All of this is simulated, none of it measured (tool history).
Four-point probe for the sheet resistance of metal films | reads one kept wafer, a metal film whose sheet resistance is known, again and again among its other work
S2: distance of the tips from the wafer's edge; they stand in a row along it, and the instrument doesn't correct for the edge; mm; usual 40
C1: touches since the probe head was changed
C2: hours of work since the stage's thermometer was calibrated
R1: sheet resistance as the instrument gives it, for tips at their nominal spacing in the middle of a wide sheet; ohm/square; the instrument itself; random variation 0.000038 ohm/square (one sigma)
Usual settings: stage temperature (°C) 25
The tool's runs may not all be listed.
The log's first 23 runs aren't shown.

Run 24, hour 1582.1: usual settings but stage temperature (°C) 35, S2 68 mm; C1 171422; C2 2356. Result: R1 0.192444 ohm/square.
Run 25, hour 1628.7: usual settings but stage temperature (°C) 29, S2 6 mm; C1 173833; C2 2388. Result: R1 0.194477 ohm/square.
At hour 1638.6: stage's thermometer calibrated.
Run 26, hour 1677.6: usual settings but stage temperature (°C) 29, S2 6 mm; C1 176334; C2 26. Result: R1 0.194260 ohm/square.
Run 27, hour 1727.8: usual settings; C1 178931; C2 60. Result: R1 0.193780 ohm/square.
Run 28, hour 1803.0: usual settings but stage temperature (°C) 32, S2 49 mm; C1 182819; C2 111. Result: R1 0.192724 ohm/square.
Run 29, hour 1884.5: usual settings but stage temperature (°C) 19, S2 6 mm; C1 187038; C2 167. Result: R1 0.195979 ohm/square.
Run 30, hour 1952.2: usual settings but stage temperature (°C) 33, S2 4 mm; C1 190537; C2 212. Result: R1 0.195262 ohm/square.
At hour 2012.5: new probe head fitted.
Run 31, hour 2012.5: usual settings but stage temperature (°C) 33, S2 4 mm; C1 0; C2 252. Result: R1 0.193877 ohm/square.
Run 32, hour 2104.5: usual settings but stage temperature (°C) 28, S2 4 mm; C1 4758; C2 315. Result: R1 0.194697 ohm/square.
Run 33, hour 2146.4: usual settings but S2 29 mm; C1 6924; C2 343. Result: R1 0.192607 ohm/square.
Run 34, hour 2223.1: usual settings but S2 4 mm; C1 10890; C2 395. Result: R1 0.195238 ohm/square.
Run 35, hour 2315.5: usual settings but stage temperature (°C) 32, S2 37 mm; C1 15667; C2 458. Result: R1 0.191618 ohm/square.
Run 36, hour 2410.4: usual settings; C1 20575; C2 522. Result: R1 0.192887 ohm/square.

Forecast each of these 3 alternatives for the next run:
Run A, hour 2470.4: usual settings but stage temperature (°C) 28, S2 8 mm; C1 23681; C2 563. Result: R1 ?.
Run B, hour 2470.4: usual settings but stage temperature (°C) 20, S2 68 mm; C1 23681; C2 563. Result: R1 ?.
Run C, hour 2470.4: usual settings but stage temperature (°C) 27, S2 47 mm; C1 23681; C2 563. Result: R1 ?.

run        R1
  A  0.192934
  B  0.193491
  C  0.192462
Without the tool's hidden state the same runs would have given:
run        R1
  A  0.192275
  B  0.192828
  C  0.191804

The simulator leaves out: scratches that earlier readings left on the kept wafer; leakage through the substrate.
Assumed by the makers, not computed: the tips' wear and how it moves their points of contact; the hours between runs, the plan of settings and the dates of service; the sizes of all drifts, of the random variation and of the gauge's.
